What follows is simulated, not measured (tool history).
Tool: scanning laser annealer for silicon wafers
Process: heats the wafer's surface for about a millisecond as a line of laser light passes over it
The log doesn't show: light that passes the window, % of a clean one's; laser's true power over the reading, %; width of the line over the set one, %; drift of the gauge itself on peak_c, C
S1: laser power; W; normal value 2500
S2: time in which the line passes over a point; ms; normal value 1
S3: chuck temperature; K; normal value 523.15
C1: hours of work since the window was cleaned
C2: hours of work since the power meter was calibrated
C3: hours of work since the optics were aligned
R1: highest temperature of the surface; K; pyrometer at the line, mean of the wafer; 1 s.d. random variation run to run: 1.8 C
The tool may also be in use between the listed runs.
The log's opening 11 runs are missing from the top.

Run 12, day 14.204: usual settings; C1 265; C2 849; C3 1063. Result: R1 1327.15 K.
Run 13, day 15.196: usual settings; C1 284; C2 868; C3 1082. Result: R1 1325.15 K.
Run 14, day 16.592: usual settings; C1 311; C2 894; C3 1108. Result: R1 1325.15 K.
Run 15, day 18.204: usual settings but S3 501.15 K; C1 342; C2 925; C3 1139. Result: R1 1307.15 K.
Run 16, day 19.904: usual settings but S3 501.15 K; C1 375; C2 958; C3 1172. Result: R1 1303.15 K.
Run 17, day 20.75: usual settings but S3 501.15 K; C1 391; C2 974; C3 1188. Result: R1 1303.15 K.
Run 18, day 22.242: usual settings but S1 2198 W, S3 544.15 K; C1 419; C2 1003; C3 1217. Result: R1 1253.15 K.
Run 19, day 23.425: usual settings but S1 2198 W, S3 544.15 K; C1 442; C2 1025; C3 1239. Result: R1 1256.15 K.
Run 20, day 24.688: usual settings but S2 0.97 ms; C1 466; C2 1050; C3 1264. Result: R1 1312.15 K.

Forecast run 21:
Run 21, day 25.65: usual settings but S1 2693 W, S2 1.19 ms; C1 485; C2 1068; C3 1282. Result: R1 ?.

R1: 1444.15 K
The same run, on a tool lacking any hidden state, would have yielded R1 1464.15 K.

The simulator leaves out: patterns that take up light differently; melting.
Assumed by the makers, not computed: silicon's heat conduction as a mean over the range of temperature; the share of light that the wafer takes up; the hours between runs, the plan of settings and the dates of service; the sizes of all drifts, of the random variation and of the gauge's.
